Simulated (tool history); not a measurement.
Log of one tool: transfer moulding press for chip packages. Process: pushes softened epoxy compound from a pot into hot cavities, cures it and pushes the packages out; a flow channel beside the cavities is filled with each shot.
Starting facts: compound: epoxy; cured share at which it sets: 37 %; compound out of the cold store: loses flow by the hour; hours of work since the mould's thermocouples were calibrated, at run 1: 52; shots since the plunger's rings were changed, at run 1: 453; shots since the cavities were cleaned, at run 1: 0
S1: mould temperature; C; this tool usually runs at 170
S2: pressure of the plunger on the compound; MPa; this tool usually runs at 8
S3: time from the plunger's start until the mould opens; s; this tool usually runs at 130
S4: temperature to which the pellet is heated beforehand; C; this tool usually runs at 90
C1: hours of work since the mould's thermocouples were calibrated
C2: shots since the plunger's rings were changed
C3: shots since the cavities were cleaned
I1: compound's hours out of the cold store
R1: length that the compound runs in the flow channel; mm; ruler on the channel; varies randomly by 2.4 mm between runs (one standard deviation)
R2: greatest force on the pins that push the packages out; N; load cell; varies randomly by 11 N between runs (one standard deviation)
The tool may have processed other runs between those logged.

run 1 hour=0 | S1=170 S2=8 S3=130 S4=90 | C1=52 C2=453 C3=0 | I1=10.8 | R1=692 R2=517
run 2 hour=21.1 | S1=169 S2=8 S3=130 S4=90 | C1=66 C2=671 C3=218 | I1=47.2 | R1=605 R2=515
run 3 hour=35.3 | S1=169 S2=8 S3=130 S4=90 | C1=76 C2=817 C3=364 | I1=23 | R1=661 R2=520
run 4 hour=62.2 | S1=169 S2=8 S3=130 S4=90 | C1=94 C2=1094 C3=641 | I1=47.6 | R1=604 R2=503
-- hour=65.9 cavities cleaned with cleaning compound and waxed
run 5 hour=84.8 | S1=170 S2=8 S3=130 S4=95 | C1=108 C2=1312 C3=195 | I1=29.9 | R1=644 R2=530
run 6 hour=102.9 | S1=170 S2=8 S3=130 S4=95 | C1=121 C2=1498 C3=381 | I1=16.1 | R1=678 R2=517
run 7 hour=123.7 | S1=170 S2=8 S3=130 S4=95 | C1=135 C2=1711 C3=594 | I1=28.2 | R1=649 R2=519
-- hour=133.1 cavities cleaned with cleaning compound and waxed
run 8 hour=156.6 | S1=170 S2=8 S3=130 S4=95 | C1=156 C2=2035 C3=241 | I1=21 | R1=667 R2=497
run 9 hour=176.4 | S1=170 S2=7.42 S3=130 S4=100 | C1=170 C2=2240 C3=446 | I1=9.8 | R1=667 R2=498
-- hour=199.2 cavities cleaned with cleaning compound and waxed
run 10 hour=207.5 | S1=170 S2=7.42 S3=130 S4=100 | C1=190 C2=2545 C3=87 | I1=9.6 | R1=660 R2=525
run 11 hour=236.8 | S1=170 S2=7.42 S3=141 S4=84 | C1=210 C2=2846 C3=388 | I1=43.2 | R1=597 R2=484

Forecast each of these 4 alternatives for the next run:
run A hour=256.8 | S1=176 S2=8 S3=154 S4=90 | C1=223 C2=3052 C3=594 | I1=42 | R1=? R2=?
run B hour=256.8 | S1=170 S2=9.76 S3=130 S4=90 | C1=223 C2=3052 C3=594 | I1=46 | R1=? R2=?
run C hour=256.8 | S1=170 S2=9.15 S3=141 S4=84 | C1=223 C2=3052 C3=594 | I1=43.8 | R1=? R2=?
run D hour=256.8 | S1=170 S2=8 S3=120 S4=80 | C1=223 C2=3052 C3=594 | I1=47.6 | R1=? R2=?

run=A R1=593 R2=441
run=B R1=671 R2=500
run=C R1=653 R2=480
run=D R1=603 R2=566
With the hidden condition removed and each run's random variation left untouched, the same runs would have given:
run=A R1=594 R2=437
run=B R1=672 R2=496
run=C R1=654 R2=476
run=D R1=603 R2=562
